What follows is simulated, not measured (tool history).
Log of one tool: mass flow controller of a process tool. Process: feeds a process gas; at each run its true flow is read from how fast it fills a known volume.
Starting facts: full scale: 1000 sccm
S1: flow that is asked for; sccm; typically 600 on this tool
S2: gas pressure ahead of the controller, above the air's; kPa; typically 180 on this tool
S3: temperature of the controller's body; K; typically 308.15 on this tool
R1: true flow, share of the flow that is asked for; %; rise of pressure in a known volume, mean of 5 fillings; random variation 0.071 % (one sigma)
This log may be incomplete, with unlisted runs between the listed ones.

run	hour	S1	S2	S3	R1
1	0.0	600	180	308.15	99.73
2	38.5	600	188	308.15	99.66
3	118.3	600	188	308.15	99.75
4	200.6	600	188	308.15	99.61
5	246.1	467	180	308.15	99.32
6	283.8	467	180	308.15	99.20
7	326.5	600	180	294.15	98.00
8	401.5	600	180	301.15	98.95
9	468.3	600	180	301.15	99.01
10	529.5	600	180	308.15	99.70
11	576.2	163	180	308.15	98.62
12	627.8	954	206	297.15	99.41
13	670.5	293	235	310.15	98.82
14	739.6	432	213	299.15	98.12
15	787.6	432	213	299.15	98.04
16	840.0	180	219	298.15	97.53
17	904.0	180	219	298.15	97.59
18	956.4	138	219	297.15	97.58

Estimate the outcome of run 19 from the log above:
19	1001.0	588	197	310.15	?

Run 19 came out at R1 99.55 %.
The same run, on a tool lacking any hidden state, would have yielded R1 99.92 %.
